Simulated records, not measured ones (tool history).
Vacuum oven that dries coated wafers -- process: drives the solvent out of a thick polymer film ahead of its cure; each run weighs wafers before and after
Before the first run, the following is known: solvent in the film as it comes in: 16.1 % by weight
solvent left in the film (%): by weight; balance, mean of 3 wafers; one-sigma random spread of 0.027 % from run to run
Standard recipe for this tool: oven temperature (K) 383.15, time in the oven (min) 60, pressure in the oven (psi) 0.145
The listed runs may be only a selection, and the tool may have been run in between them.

{"run": 1, "hour": 0.0, "oven temperature (K)": 383.15, "time in the oven (min)": 60, "pressure in the oven (psi)": 0.145, "solvent left in the film (%)": 2.24}
{"run": 2, "hour": 34.9, "oven temperature (K)": 383.15, "time in the oven (min)": 60, "pressure in the oven (psi)": 0.145, "solvent left in the film (%)": 2.23}
{"run": 3, "hour": 91.7, "oven temperature (K)": 383.15, "time in the oven (min)": 60, "pressure in the oven (psi)": 0.145, "solvent left in the film (%)": 2.26}
{"run": 4, "hour": 120.4, "oven temperature (K)": 383.15, "time in the oven (min)": 60, "pressure in the oven (psi)": 0.145, "solvent left in the film (%)": 2.23}
{"run": 5, "hour": 172.3, "oven temperature (K)": 383.15, "time in the oven (min)": 60, "pressure in the oven (psi)": 0.145, "solvent left in the film (%)": 2.23}
{"run": 6, "hour": 198.3, "oven temperature (K)": 383.15, "time in the oven (min)": 60, "pressure in the oven (psi)": 0.145, "solvent left in the film (%)": 2.25}
{"run": 7, "hour": 241.8, "oven temperature (K)": 383.15, "time in the oven (min)": 60, "pressure in the oven (psi)": 0.202, "solvent left in the film (%)": 2.56}
{"run": 8, "hour": 290.2, "oven temperature (K)": 383.15, "time in the oven (min)": 37, "pressure in the oven (psi)": 0.202, "solvent left in the film (%)": 4.35}
{"run": 9, "hour": 348.2, "oven temperature (K)": 383.15, "time in the oven (min)": 37, "pressure in the oven (psi)": 0.202, "solvent left in the film (%)": 4.33}
{"run": 10, "hour": 392.6, "oven temperature (K)": 383.15, "time in the oven (min)": 37, "pressure in the oven (psi)": 0.202, "solvent left in the film (%)": 4.32}
{"run": 11, "hour": 427.3, "oven temperature (K)": 383.15, "time in the oven (min)": 60, "pressure in the oven (psi)": 0.145, "solvent left in the film (%)": 2.22}
{"run": 12, "hour": 454.8, "oven temperature (K)": 383.15, "time in the oven (min)": 60, "pressure in the oven (psi)": 0.145, "solvent left in the film (%)": 2.22}
{"run": 13, "hour": 481.5, "oven temperature (K)": 385.15, "time in the oven (min)": 60, "pressure in the oven (psi)": 0.109, "solvent left in the film (%)": 1.72}
{"run": 14, "hour": 522.5, "oven temperature (K)": 383.15, "time in the oven (min)": 76, "pressure in the oven (psi)": 0.1, "solvent left in the film (%)": 1.36}
{"run": 15, "hour": 577.7, "oven temperature (K)": 375.15, "time in the oven (min)": 53, "pressure in the oven (psi)": 0.286, "solvent left in the film (%)": 5.33}
{"run": 16, "hour": 629.0, "oven temperature (K)": 383.15, "time in the oven (min)": 65, "pressure in the oven (psi)": 0.145, "solvent left in the film (%)": 2.05}
{"run": 17, "hour": 660.1, "oven temperature (K)": 370.15, "time in the oven (min)": 60, "pressure in the oven (psi)": 0.145, "solvent left in the film (%)": 4.96}
{"run": 18, "hour": 715.1, "oven temperature (K)": 383.15, "time in the oven (min)": 43, "pressure in the oven (psi)": 0.086, "solvent left in the film (%)": 3.04}
{"run": 19, "hour": 745.0, "oven temperature (K)": 383.15, "time in the oven (min)": 43, "pressure in the oven (psi)": 0.086, "solvent left in the film (%)": 3.02}
{"run": 20, "hour": 801.5, "oven temperature (K)": 383.15, "time in the oven (min)": 60, "pressure in the oven (psi)": 0.55, "solvent left in the film (%)": 4.75}
{"run": 21, "hour": 837.4, "oven temperature (K)": 383.15, "time in the oven (min)": 60, "pressure in the oven (psi)": 0.123, "solvent left in the film (%)": 2.09}

Put back what was entered between runs (1 entry, withheld): which listed runs does each sit between, and how does the hidden state differ from the listed run before to the listed run after?
After run 2, before run 3: oven's thermocouples calibrated (hour 39.7)
  true wafer temperature over the reading, C: -0.02 -> -0.01
